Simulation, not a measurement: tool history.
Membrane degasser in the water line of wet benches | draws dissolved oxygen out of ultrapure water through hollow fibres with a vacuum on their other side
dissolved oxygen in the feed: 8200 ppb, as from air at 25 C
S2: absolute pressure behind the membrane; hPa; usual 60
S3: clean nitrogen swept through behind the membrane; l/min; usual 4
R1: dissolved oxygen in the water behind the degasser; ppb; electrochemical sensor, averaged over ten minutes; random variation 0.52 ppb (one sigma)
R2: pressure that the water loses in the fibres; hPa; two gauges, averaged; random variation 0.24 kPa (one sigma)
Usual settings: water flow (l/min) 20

{"run": 1, "hour": 0.0, "water flow (l/min)": 20, "S2": 60, "S3": 4, "R1": 44.7, "R2": 615.3}
{"run": 2, "hour": 117.7, "water flow (l/min)": 20, "S2": 60, "S3": 4, "R1": 45.4, "R2": 613}
{"run": 3, "hour": 216.6, "water flow (l/min)": 20, "S2": 60, "S3": 4, "R1": 45, "R2": 611.5}
{"run": 4, "hour": 322.5, "water flow (l/min)": 20, "S2": 60, "S3": 4, "R1": 45.9, "R2": 613.8}
{"run": 5, "hour": 418.7, "water flow (l/min)": 20, "S2": 60, "S3": 4, "R1": 45.3, "R2": 617.8}
{"run": 6, "hour": 557.0, "water flow (l/min)": 21, "S2": 60, "S3": 4, "R1": 50.6, "R2": 647.3}
{"run": 7, "hour": 724.3, "water flow (l/min)": 20, "S2": 60, "S3": 4, "R1": 46.7, "R2": 614}
{"run": 8, "hour": 896.8, "water flow (l/min)": 20, "S2": 60, "S3": 4, "R1": 45.6, "R2": 618.3}
{"run": 9, "hour": 1067.3, "water flow (l/min)": 32, "S2": 60.3, "S3": 4, "R1": 143.8, "R2": 990.4}
{"run": 10, "hour": 1246.8, "water flow (l/min)": 17, "S2": 146.4, "S3": 5, "R1": 101.9, "R2": 527}
{"run": 11, "hour": 1417.7, "water flow (l/min)": 17, "S2": 146.4, "S3": 5, "R1": 101.5, "R2": 525.9}
{"run": 12, "hour": 1528.5, "water flow (l/min)": 27, "S2": 60, "S3": 4.81, "R1": 83.4, "R2": 836.2}
{"run": 13, "hour": 1719.8, "water flow (l/min)": 21, "S2": 67.1, "S3": 5.09, "R1": 50, "R2": 648.6}
{"run": 14, "hour": 1813.3, "water flow (l/min)": 21, "S2": 67.1, "S3": 5.09, "R1": 50.2, "R2": 644.7}
{"run": 15, "hour": 1982.0, "water flow (l/min)": 23, "S2": 112.2, "S3": 4, "R1": 135.3, "R2": 711.8}
{"run": 16, "hour": 2062.9, "water flow (l/min)": 23, "S2": 112.2, "S3": 4, "R1": 136.6, "R2": 709.2}

5 ways to go on from here, each from the tool as it stands after run 16. What would each give?
{"run": "A", "hour": 2227.5, "water flow (l/min)": 16, "S2": 133.5, "S3": 4.53, "R1": "?", "R2": "?"}
{"run": "B", "hour": 2227.5, "water flow (l/min)": 23, "S2": 112.2, "S3": 3.09, "R1": "?", "R2": "?"}
{"run": "C", "hour": 2227.5, "water flow (l/min)": 27, "S2": 80.1, "S3": 3.26, "R1": "?", "R2": "?"}
{"run": "D", "hour": 2227.5, "water flow (l/min)": 14, "S2": 58.4, "S3": 8.41, "R1": "?", "R2": "?"}
{"run": "E", "hour": 2227.5, "water flow (l/min)": 14, "S2": 67.1, "S3": 4, "R1": "?", "R2": "?"}

run=A R1=94.7 R2=497
run=B R1=165.6 R2=712.2
run=C R1=142.8 R2=836.3
run=D R1=13.6 R2=433.1
run=E R1=34.7 R2=431.8
Without the tool's hidden state the same runs would have given:
run=A R1=90.9 R2=487.3
run=B R1=157.8 R2=698.3
run=C R1=133 R2=820.1
run=D R1=12.2 R2=424.6
run=E R1=31.8 R2=423.4
